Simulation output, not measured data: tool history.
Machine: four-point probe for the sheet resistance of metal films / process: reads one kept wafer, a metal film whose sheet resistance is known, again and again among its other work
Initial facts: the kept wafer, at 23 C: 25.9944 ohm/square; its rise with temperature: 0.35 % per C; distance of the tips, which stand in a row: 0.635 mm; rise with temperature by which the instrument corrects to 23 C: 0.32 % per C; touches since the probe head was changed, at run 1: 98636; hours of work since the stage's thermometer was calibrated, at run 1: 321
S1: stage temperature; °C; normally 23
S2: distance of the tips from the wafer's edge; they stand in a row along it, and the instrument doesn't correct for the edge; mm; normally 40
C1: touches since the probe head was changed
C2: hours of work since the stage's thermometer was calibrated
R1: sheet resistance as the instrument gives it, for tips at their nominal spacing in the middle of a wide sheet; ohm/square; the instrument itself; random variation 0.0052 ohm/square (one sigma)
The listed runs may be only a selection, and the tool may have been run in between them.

| run | hour | S1 | S2 | C1 | C2 | R1 |
|---|---|---|---|---|---|---|
| 1 | 0 | 23 | 40 | 98636 | 321 | 26.371307 |
| 2 | 11.7 | 23 | 40 | 99031 | 327 | 26.374329 |
| 3 | 21.6 | 19 | 40 | 99367 | 332 | 26.345892 |
| 4 | 32.3 | 19 | 40 | 99727 | 338 | 26.335563 |
| 5 | 43.4 | 33 | 40 | 100102 | 344 | 26.461866 |
| 6 | 53 | 23 | 6 | 100426 | 349 | 26.533632 |
| 7 | 71.4 | 23 | 6 | 101049 | 358 | 26.534279 |

What will run 8 give?
| 8 | 87.3 | 22 | 11 | 101587 | 366 | ? |

Run 8 yielded R1 26.422694 ohm/square.
Were there no unlogged condition in the tool, this run, its random variation unchanged, would have produced R1 26.035639 ohm/square.
